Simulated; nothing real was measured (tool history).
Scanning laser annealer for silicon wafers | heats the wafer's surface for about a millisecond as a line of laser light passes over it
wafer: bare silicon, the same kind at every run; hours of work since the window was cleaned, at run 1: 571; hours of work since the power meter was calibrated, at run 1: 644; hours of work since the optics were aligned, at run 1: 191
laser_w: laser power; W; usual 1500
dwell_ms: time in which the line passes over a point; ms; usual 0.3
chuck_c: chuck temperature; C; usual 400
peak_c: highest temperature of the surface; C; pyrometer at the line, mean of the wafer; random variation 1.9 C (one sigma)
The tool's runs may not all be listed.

| run | hour | laser_w | dwell_ms | chuck_c | hours of work since the window was cleaned | hours of work since the power meter was calibrated | hours of work since the optics were aligned | peak_c |
|---|---|---|---|---|---|---|---|---|
| 1 | 0 | 1500 | 0.3 | 400 | 571 | 644 | 191 | 1191 |
| 2 | 23.1 | 1500 | 0.3 | 400 | 586 | 659 | 206 | 1188 |
| 3 | 72.9 | 1500 | 0.3 | 400 | 619 | 692 | 239 | 1183 |
| 4 | 109.2 | 1500 | 0.373 | 400 | 643 | 716 | 263 | 1289 |
| 5 | 147.5 | 1500 | 0.373 | 400 | 668 | 741 | 288 | 1289 |
|  | 201.2 | window over the wafer cleaned |
| 6 | 204.5 | 1500 | 0.373 | 400 | 2 | 778 | 325 | 1329 |
| 7 | 244.3 | 1500 | 0.3 | 400 | 28 | 804 | 351 | 1216 |
| 8 | 277.6 | 1500 | 0.3 | 400 | 50 | 826 | 373 | 1218 |
| 9 | 322.8 | 1500 | 0.3 | 400 | 80 | 855 | 403 | 1212 |
| 10 | 369.1 | 1500 | 0.3 | 400 | 111 | 886 | 433 | 1210 |
| 11 | 398.8 | 1396 | 0.306 | 434 | 130 | 905 | 453 | 1197 |
| 12 | 428.3 | 1485 | 0.34 | 400 | 150 | 925 | 472 | 1260 |
| 13 | 457.4 | 1402 | 0.243 | 368 | 169 | 944 | 491 | 1037 |
| 14 | 510.2 | 1550 | 0.3 | 393 | 204 | 979 | 526 | 1223 |
| 15 | 552.4 | 1289 | 0.253 | 403 | 231 | 1007 | 554 | 1031 |
| 16 | 596 | 1289 | 0.253 | 403 | 260 | 1035 | 582 | 1029 |
| 17 | 640.3 | 1426 | 0.348 | 435 | 289 | 1065 | 612 | 1267 |
| 18 | 690.9 | 1425 | 0.237 | 413 | 323 | 1098 | 645 | 1074 |
| 19 | 734.2 | 1425 | 0.237 | 413 | 351 | 1126 | 674 | 1069 |
| 20 | 757.5 | 1449 | 0.281 | 376 | 366 | 1142 | 689 | 1116 |

How the hidden state differs across the entries between the runs, from the last listed run before each to the first after it:
Between runs 5 and 6: window over the wafer cleaned (hour 201.2)
  light that passes the window, % of a clean one's: 95.32 -> 99.93; laser's true power over the reading, %: 0.13 -> 0.14; width of the line over the set one, %: 1.93 -> 2.15
  measured less the result without the state, peak_c: -47 -> -7 C
